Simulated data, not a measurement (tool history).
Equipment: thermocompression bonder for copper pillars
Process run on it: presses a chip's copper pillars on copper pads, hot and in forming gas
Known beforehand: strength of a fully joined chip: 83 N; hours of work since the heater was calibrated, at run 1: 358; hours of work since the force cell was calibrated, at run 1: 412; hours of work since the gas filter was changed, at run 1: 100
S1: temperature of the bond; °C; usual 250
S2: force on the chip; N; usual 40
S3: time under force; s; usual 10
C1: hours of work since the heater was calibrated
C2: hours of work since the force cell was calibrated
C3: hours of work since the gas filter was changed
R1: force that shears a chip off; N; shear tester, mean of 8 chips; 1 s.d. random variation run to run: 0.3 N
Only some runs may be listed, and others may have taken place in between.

{"run": 1, "hour": 0.0, "S1": 250, "S2": 40, "S3": 10, "C1": 358, "C2": 412, "C3": 100, "R1": 37.3}
{"run": 2, "hour": 31.8, "S1": 250, "S2": 40, "S3": 10, "C1": 372, "C2": 427, "C3": 115, "R1": 36.2}
{"run": 3, "hour": 72.3, "S1": 250, "S2": 40, "S3": 10, "C1": 391, "C2": 446, "C3": 134, "R1": 36.7}
{"run": 4, "hour": 98.3, "S1": 250, "S2": 40, "S3": 10, "C1": 404, "C2": 458, "C3": 146, "R1": 37.3}
{"run": 5, "hour": 138.3, "S1": 250, "S2": 59, "S3": 10, "C1": 422, "C2": 477, "C3": 165, "R1": 43.7}
{"run": 6, "hour": 183.8, "S1": 250, "S2": 59, "S3": 10, "C1": 443, "C2": 498, "C3": 186, "R1": 43.5}
{"run": 7, "hour": 220.5, "S1": 250, "S2": 34, "S3": 10, "C1": 461, "C2": 516, "C3": 204, "R1": 33.2}
{"run": 8, "hour": 269.7, "S1": 250, "S2": 40, "S3": 10, "C1": 484, "C2": 539, "C3": 227, "R1": 35.9}
{"run": 9, "hour": 309.1, "S1": 250, "S2": 40, "S3": 10, "C1": 502, "C2": 557, "C3": 245, "R1": 36.3}
{"run": 10, "hour": 358.0, "S1": 250, "S2": 40, "S3": 10, "C1": 525, "C2": 580, "C3": 268, "R1": 35.8}
{"run": 11, "hour": 402.5, "S1": 250, "S2": 40, "S3": 10, "C1": 546, "C2": 601, "C3": 289, "R1": 35.3}
{"run": 12, "hour": 443.7, "S1": 250, "S2": 40, "S3": 10, "C1": 565, "C2": 620, "C3": 308, "R1": 35.4}
{"hour": 470.1, "done": "heater calibrated with a thermocouple chip"}
{"run": 13, "hour": 493.5, "S1": 250, "S2": 40, "S3": 10, "C1": 11, "C2": 642, "C3": 330, "R1": 37.2}
{"run": 14, "hour": 548.9, "S1": 223, "S2": 40, "S3": 10, "C1": 37, "C2": 668, "C3": 356, "R1": 22.2}
{"run": 15, "hour": 605.0, "S1": 223, "S2": 27, "S3": 10, "C1": 63, "C2": 695, "C3": 383, "R1": 17.6}
{"hour": 635.3, "done": "forming gas filter changed"}
{"run": 16, "hour": 640.4, "S1": 250, "S2": 40, "S3": 10, "C1": 79, "C2": 711, "C3": 2, "R1": 37.8}
{"run": 17, "hour": 680.4, "S1": 250, "S2": 40, "S3": 10, "C1": 98, "C2": 730, "C3": 21, "R1": 38.3}
{"run": 18, "hour": 714.1, "S1": 250, "S2": 25, "S3": 10, "C1": 114, "C2": 745, "C3": 37, "R1": 30.3}
{"run": 19, "hour": 740.5, "S1": 250, "S2": 25, "S3": 10, "C1": 126, "C2": 758, "C3": 49, "R1": 30.5}
{"run": 20, "hour": 766.1, "S1": 250, "S2": 25, "S3": 10, "C1": 138, "C2": 770, "C3": 61, "R1": 30.2}
{"run": 21, "hour": 807.9, "S1": 250, "S2": 25, "S3": 10, "C1": 158, "C2": 789, "C3": 81, "R1": 30}
{"run": 22, "hour": 852.2, "S1": 250, "S2": 25, "S3": 10, "C1": 179, "C2": 810, "C3": 102, "R1": 29.9}
{"run": 23, "hour": 908.6, "S1": 250, "S2": 25, "S3": 10, "C1": 205, "C2": 836, "C3": 128, "R1": 29.5}
{"run": 24, "hour": 935.0, "S1": 271, "S2": 29, "S3": 26, "C1": 217, "C2": 849, "C3": 140, "R1": 59}
{"run": 25, "hour": 976.0, "S1": 242, "S2": 34, "S3": 11, "C1": 237, "C2": 868, "C3": 159, "R1": 30.9}
{"run": 26, "hour": 1029.9, "S1": 242, "S2": 34, "S3": 11, "C1": 262, "C2": 893, "C3": 185, "R1": 30.1}
{"run": 27, "hour": 1071.5, "S1": 250, "S2": 59, "S3": 21, "C1": 281, "C2": 913, "C3": 204, "R1": 54.4}
{"run": 28, "hour": 1097.7, "S1": 250, "S2": 59, "S3": 21, "C1": 293, "C2": 925, "C3": 216, "R1": 54.2}
{"run": 29, "hour": 1130.4, "S1": 250, "S2": 59, "S3": 21, "C1": 309, "C2": 940, "C3": 232, "R1": 53.6}
{"run": 30, "hour": 1165.2, "S1": 242, "S2": 35, "S3": 10, "C1": 325, "C2": 956, "C3": 248, "R1": 29.3}
{"run": 31, "hour": 1221.8, "S1": 242, "S2": 35, "S3": 10, "C1": 352, "C2": 983, "C3": 274, "R1": 29.3}
{"run": 32, "hour": 1248.7, "S1": 242, "S2": 35, "S3": 10, "C1": 364, "C2": 996, "C3": 287, "R1": 28.8}
{"run": 33, "hour": 1280.6, "S1": 270, "S2": 35, "S3": 14, "C1": 379, "C2": 1010, "C3": 302, "R1": 51.3}
{"run": 34, "hour": 1309.5, "S1": 257, "S2": 47, "S3": 7, "C1": 393, "C2": 1024, "C3": 315, "R1": 38.5}
{"run": 35, "hour": 1333.4, "S1": 234, "S2": 60, "S3": 18, "C1": 404, "C2": 1035, "C3": 327, "R1": 40.3}
{"run": 36, "hour": 1377.8, "S1": 253, "S2": 54, "S3": 26, "C1": 425, "C2": 1056, "C3": 347, "R1": 56}
{"run": 37, "hour": 1403.1, "S1": 253, "S2": 54, "S3": 26, "C1": 436, "C2": 1068, "C3": 359, "R1": 56.2}
{"run": 38, "hour": 1455.4, "S1": 225, "S2": 54, "S3": 15, "C1": 461, "C2": 1092, "C3": 384, "R1": 29.4}
{"hour": 1485.2, "done": "forming gas filter changed"}
{"run": 39, "hour": 1503.6, "S1": 250, "S2": 41, "S3": 5, "C1": 483, "C2": 1115, "C3": 9, "R1": 28.3}
{"run": 40, "hour": 1547.2, "S1": 261, "S2": 28, "S3": 5, "C1": 504, "C2": 1135, "C3": 29, "R1": 27.9}

Here are 3 independent what-if runs from the current tool condition. What would each one return?
{"run": "A", "hour": 1574.5, "S1": 250, "S2": 40, "S3": 9, "C1": 516, "C2": 1148, "C3": 42, "R1": "?"}
{"run": "B", "hour": 1574.5, "S1": 250, "S2": 45, "S3": 7, "C1": 516, "C2": 1148, "C3": 42, "R1": "?"}
{"run": "C", "hour": 1574.5, "S1": 261, "S2": 55, "S3": 15, "C1": 516, "C2": 1148, "C3": 42, "R1": "?"}

run=A R1=35.1
run=B R1=33.5
run=C R1=55.5
Stripped of hidden state, with their random variation kept, the same runs would have yielded:
run=A R1=38.4
run=B R1=36.7
run=C R1=59.1
